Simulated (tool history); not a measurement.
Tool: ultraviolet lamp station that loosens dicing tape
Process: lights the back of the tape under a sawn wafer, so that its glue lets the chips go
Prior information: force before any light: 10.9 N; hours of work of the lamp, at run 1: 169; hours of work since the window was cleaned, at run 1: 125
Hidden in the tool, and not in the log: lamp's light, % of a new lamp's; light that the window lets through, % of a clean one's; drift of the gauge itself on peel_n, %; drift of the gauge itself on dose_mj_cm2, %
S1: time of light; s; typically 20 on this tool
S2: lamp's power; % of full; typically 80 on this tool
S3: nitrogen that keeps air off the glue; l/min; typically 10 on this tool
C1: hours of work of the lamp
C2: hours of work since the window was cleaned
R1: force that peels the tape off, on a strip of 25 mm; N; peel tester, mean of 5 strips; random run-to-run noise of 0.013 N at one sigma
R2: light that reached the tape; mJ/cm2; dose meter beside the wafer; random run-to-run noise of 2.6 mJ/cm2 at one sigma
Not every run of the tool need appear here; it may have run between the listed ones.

run 1 day=0 | S1=20 S2=80 S3=10 | C1=169 C2=125 | R1=0.782 R2=316
run 2 day=0.604 | S1=20 S2=80 S3=10 | C1=177 C2=133 | R1=0.791 R2=317
run 3 day=1.204 | S1=20 S2=80 S3=10 | C1=185 C2=140 | R1=0.788 R2=310
run 4 day=1.771 | S1=20 S2=80 S3=10 | C1=192 C2=147 | R1=0.8 R2=313
run 5 day=2.092 | S1=20 S2=80 S3=10 | C1=196 C2=152 | R1=0.817 R2=310
run 6 day=2.629 | S1=20 S2=80 S3=14 | C1=202 C2=158 | R1=0.656 R2=310
run 7 day=3.133 | S1=20 S2=80 S3=14 | C1=209 C2=165 | R1=0.67 R2=309
run 8 day=3.525 | S1=20 S2=80 S3=14 | C1=214 C2=170 | R1=0.684 R2=309
run 9 day=4.117 | S1=20 S2=80 S3=10 | C1=221 C2=177 | R1=0.827 R2=309
run 10 day=4.575 | S1=20 S2=80 S3=10 | C1=227 C2=183 | R1=0.832 R2=310
run 11 day=5.004 | S1=20 S2=80 S3=10 | C1=232 C2=188 | R1=0.869 R2=301
run 12 day=5.625 | S1=20 S2=80 S3=10 | C1=240 C2=196 | R1=0.868 R2=304
run 13 day=6.238 | S1=20 S2=80 S3=10 | C1=248 C2=204 | R1=0.904 R2=297
run 14 day=6.954 | S1=20 S2=80 S3=10 | C1=257 C2=213 | R1=0.877 R2=304
run 15 day=7.412 | S1=20 S2=80 S3=10 | C1=263 C2=219 | R1=0.898 R2=300
run 16 day=7.9 | S1=20 S2=80 S3=10 | C1=269 C2=225 | R1=0.885 R2=297
run 17 day=8.404 | S1=20 S2=70 S3=10 | C1=275 C2=231 | R1=1.189 R2=262
run 18 day=9.112 | S1=20 S2=70 S3=10 | C1=284 C2=240 | R1=1.212 R2=258
run 19 day=9.854 | S1=20 S2=80 S3=10 | C1=294 C2=249 | R1=0.93 R2=299
run 20 day=10.446 | S1=20 S2=80 S3=10 | C1=301 C2=257 | R1=0.907 R2=291
run 21 day=11.004 | S1=20 S2=80 S3=10 | C1=308 C2=264 | R1=0.948 R2=295
run 22 day=11.55 | S1=19 S2=80 S3=10 | C1=315 C2=271 | R1=1.058 R2=276
run 23 day=12.3 | S1=19 S2=69 S3=15 | C1=324 C2=280 | R1=1.24 R2=239
run 24 day=12.967 | S1=19 S2=79 S3=17 | C1=333 C2=289 | R1=0.889 R2=277
run 25 day=13.508 | S1=19 S2=79 S3=17 | C1=340 C2=295 | R1=0.889 R2=267
run 26 day=14.075 | S1=21 S2=62 S3=18 | C1=347 C2=303 | R1=1.185 R2=229
run 27 day=14.458 | S1=21 S2=62 S3=18 | C1=352 C2=307 | R1=1.261 R2=234
run 28 day=14.846 | S1=37 S2=98 S3=20 | C1=356 C2=312 | R1=0.103 R2=642
run 29 day=15.588 | S1=13 S2=66 S3=3 | C1=366 C2=322 | R1=4.075 R2=150
run 30 day=16.279 | S1=25 S2=83 S3=8 | C1=374 C2=330 | R1=0.61 R2=367
run 31 day=16.662 | S1=23 S2=80 S3=14 | C1=379 C2=335 | R1=0.611 R2=324
run 32 day=17.367 | S1=23 S2=80 S3=14 | C1=388 C2=344 | R1=0.636 R2=321
run 33 day=18.121 | S1=35 S2=91 S3=18 | C1=398 C2=354 | R1=0.138 R2=551
run 34 day=18.821 | S1=36 S2=80 S3=4 | C1=407 C2=362 | R1=0.456 R2=493
run 35 day=19.162 | S1=13 S2=85 S3=8 | C1=411 C2=367 | R1=2.421 R2=189
run 36 day=19.917 | S1=29 S2=99 S3=5 | C1=420 C2=376 | R1=0.389 R2=493

Run 37 is up next; what results do you expect?
run 37 day=20.529 | S1=40 S2=80 S3=9 | C1=428 C2=384 | R1=? R2=?

R1: 0.189 N
R2: 541 mJ/cm2
Without the tool's hidden state the same run would have given R1 0.112 N, R2 691 mJ/cm2.
